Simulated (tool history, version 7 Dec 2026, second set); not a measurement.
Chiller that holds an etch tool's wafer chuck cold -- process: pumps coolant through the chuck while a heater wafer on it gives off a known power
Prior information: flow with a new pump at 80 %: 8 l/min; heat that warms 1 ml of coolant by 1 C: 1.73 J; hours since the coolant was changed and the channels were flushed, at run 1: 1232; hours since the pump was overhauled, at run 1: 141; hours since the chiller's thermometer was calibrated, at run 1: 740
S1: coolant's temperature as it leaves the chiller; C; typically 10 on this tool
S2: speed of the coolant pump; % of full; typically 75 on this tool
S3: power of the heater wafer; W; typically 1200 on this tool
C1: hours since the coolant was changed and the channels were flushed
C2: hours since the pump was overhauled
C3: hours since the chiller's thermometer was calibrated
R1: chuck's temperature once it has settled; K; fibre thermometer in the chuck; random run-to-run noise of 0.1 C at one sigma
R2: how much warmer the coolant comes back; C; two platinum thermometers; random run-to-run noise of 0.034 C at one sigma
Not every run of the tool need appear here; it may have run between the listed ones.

Run 1, hour 0: usual settings; C1 1232; C2 141; C3 740. Result: R1 296.95 K, R2 5.66 C.
Run 2, hour 33.9: usual settings; C1 1266; C2 175; C3 774. Result: R1 296.75 K, R2 5.67 C.
Run 3, hour 68.5: usual settings; C1 1301; C2 210; C3 809. Result: R1 296.95 K, R2 5.68 C.
Run 4, hour 91: usual settings; C1 1323; C2 232; C3 831. Result: R1 297.05 K, R2 5.68 C.
Run 5, hour 106.7: usual settings; C1 1339; C2 248; C3 847. Result: R1 296.95 K, R2 5.69 C.
Run 6, hour 139.3: usual settings; C1 1371; C2 280; C3 880. Result: R1 297.05 K, R2 5.65 C.
Run 7, hour 156.1: usual settings but S1 20 C; C1 1388; C2 297; C3 896. Result: R1 306.95 K, R2 5.66 C.
Run 8, hour 181.3: usual settings but S3 1502 W; C1 1413; C2 322; C3 921. Result: R1 300.45 K, R2 7.12 C.
At hour 188.7: coolant pump overhauled.
Run 9, hour 207.6: usual settings but S3 1502 W; C1 1435; C2 19; C3 943. Result: R1 300.45 K, R2 7.28 C.
Run 10, hour 239.3: usual settings but S2 63 % of full; C1 1466; C2 51; C3 975. Result: R1 298.65 K, R2 6.99 C.
Run 11, hour 266.4: usual settings but S2 63 % of full; C1 1494; C2 78; C3 1002. Result: R1 298.65 K, R2 7.02 C.
Run 12, hour 291.2: usual settings but S1 4 C, S2 63 % of full; C1 1518; C2 103; C3 1026. Result: R1 292.75 K, R2 7.01 C.
Run 13, hour 326: usual settings but S1 4 C, S2 63 % of full; C1 1553; C2 137; C3 1061. Result: R1 292.95 K, R2 7 C.
Run 14, hour 359.8: usual settings; C1 1587; C2 171; C3 1095. Result: R1 297.15 K, R2 5.71 C.
Run 15, hour 377.8: usual settings but S1 17 C, S3 1618 W; C1 1605; C2 189; C3 1113. Result: R1 309.15 K, R2 7.74 C.
At hour 408.2: coolant pump overhauled, once more.
Run 16, hour 412.9: usual settings but S1 17 C, S3 1618 W; C1 1635; C2 5; C3 1143. Result: R1 308.75 K, R2 7.45 C.
Run 17, hour 433.1: usual settings but S1 13 C, S2 92 % of full, S3 1216 W; C1 1655; C2 25; C3 1163. Result: R1 298.25 K, R2 4.51 C.
Run 18, hour 456.9: usual settings but S1 13 C, S2 92 % of full, S3 1216 W; C1 1679; C2 49; C3 1187. Result: R1 298.25 K, R2 4.51 C.
Run 19, hour 475.5: usual settings but S1 5 C, S2 92 % of full, S3 1216 W; C1 1698; C2 67; C3 1206. Result: R1 290.25 K, R2 4.5 C.
Run 20, hour 500.9: usual settings but S2 61 % of full, S3 715 W; C1 1723; C2 93; C3 1231. Result: R1 292.25 K, R2 4.19 C.
Run 21, hour 516.5: usual settings but S1 6 C, S2 66 % of full, S3 1177 W; C1 1739; C2 108; C3 1247. Result: R1 293.75 K, R2 6.29 C.
Run 22, hour 542.9: usual settings but S1 13 C, S2 66 % of full, S3 1177 W; C1 1765; C2 135; C3 1273. Result: R1 300.75 K, R2 6.31 C.
Run 23, hour 570.8: usual settings but S1 13 C, S2 66 % of full, S3 1177 W; C1 1793; C2 163; C3 1301. Result: R1 300.85 K, R2 6.35 C.
Run 24, hour 592.6: usual settings but S1 2 C, S3 1269 W; C1 1815; C2 184; C3 1323. Result: R1 289.55 K, R2 5.96 C.
Run 25, hour 613.4: usual settings but S1 2 C, S3 1269 W; C1 1836; C2 205; C3 1344. Result: R1 289.65 K, R2 5.88 C.
Run 26, hour 641.1: usual settings but S1 8 C, S3 1269 W; C1 1863; C2 233; C3 1371. Result: R1 295.65 K, R2 5.89 C.
Run 27, hour 673.1: usual settings but S1 8 C, S2 71 % of full, S3 1269 W; C1 1895; C2 265; C3 1403. Result: R1 296.05 K, R2 6.32 C.
Run 28, hour 704.7: usual settings but S1 17 C, S2 67 % of full, S3 639 W; C1 1927; C2 297; C3 1435. Result: R1 297.85 K, R2 3.37 C.

3 options for the next run, each taken on its own from the tool as it stands now. Forecast them:
Run A, hour 730.3: usual settings but S1 13 C, S2 67 % of full, S3 1136 W; C1 1952; C2 322; C3 1461. Result: R1 ?, R2 ?.
Run B, hour 730.3: usual settings but S1 14 C, S2 72 % of full, S3 1596 W; C1 1952; C2 322; C3 1461. Result: R1 ?, R2 ?.
Run C, hour 730.3: usual settings but S1 1 C, S2 65 % of full; C1 1952; C2 322; C3 1461. Result: R1 ?, R2 ?.

run      R1    R2
  A  300.05  5.98
  B  306.15  7.78
  C  289.15  6.61
Without the tool's unlogged condition, the same runs would have read:
run      R1    R2
  A  299.75  5.98
  B  305.65  7.78
  C  288.85   6.6

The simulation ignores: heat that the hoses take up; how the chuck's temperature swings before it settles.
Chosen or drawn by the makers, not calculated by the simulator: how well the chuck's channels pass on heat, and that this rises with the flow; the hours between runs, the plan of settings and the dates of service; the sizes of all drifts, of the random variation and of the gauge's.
